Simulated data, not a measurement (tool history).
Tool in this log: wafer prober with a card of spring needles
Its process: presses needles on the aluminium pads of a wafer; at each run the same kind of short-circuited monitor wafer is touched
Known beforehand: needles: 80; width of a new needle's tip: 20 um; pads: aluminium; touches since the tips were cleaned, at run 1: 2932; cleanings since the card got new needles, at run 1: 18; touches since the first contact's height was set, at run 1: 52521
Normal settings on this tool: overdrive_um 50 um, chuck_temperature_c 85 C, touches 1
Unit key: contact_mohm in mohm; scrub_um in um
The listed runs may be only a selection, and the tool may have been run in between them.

| run | hour | overdrive_um | chuck_temperature_c | touches | touches since the tips were cleaned | cleanings since the card got new needles | touches since the first contact's height was set | contact_mohm | scrub_um |
|---|---|---|---|---|---|---|---|---|---|
| 1 | 0.0 | 50 | 85 | 1 | 2932 | 18 | 52521 | 351 | 6.077 |
|  | 9.8 | tips cleaned on abrasive film |
| 2 | 10.0 | 50 | 85 | 2 | 110 | 19 | 58356 | 180 | 6.070 |
| 3 | 21.1 | 50 | 85 | 2 | 6596 | 19 | 64842 | 321 | 6.073 |
|  | 24.8 | tips cleaned on abrasive film |
| 4 | 32.7 | 47 | 85 | 2 | 4630 | 20 | 71638 | 329 | 5.695 |
|  | 39.9 | tips cleaned on abrasive film |
| 5 | 39.9 | 47 | 85 | 2 | 0 | 21 | 75774 | 181 | 5.700 |
| 6 | 48.5 | 47 | 85 | 2 | 5063 | 21 | 80837 | 330 | 5.701 |
|  | 55.2 | tips cleaned on abrasive film |
| 7 | 62.0 | 47 | 85 | 2 | 3947 | 22 | 88708 | 307 | 5.696 |
|  | 70.3 | tips cleaned on abrasive film |
| 8 | 72.4 | 65 | 85 | 1 | 1203 | 23 | 94775 | 221 | 7.883 |

What will run 9 give?
| 9 | 78.7 | 65 | 85 | 1 | 4907 | 23 | 98479 | ? | ? |

Run 9 came out at contact_mohm 298 mohm, scrub_um 7.893 um.
On a tool with no hidden condition, and with the same random variation, this run would have come out at contact_mohm 156 mohm, scrub_um 7.949 um.
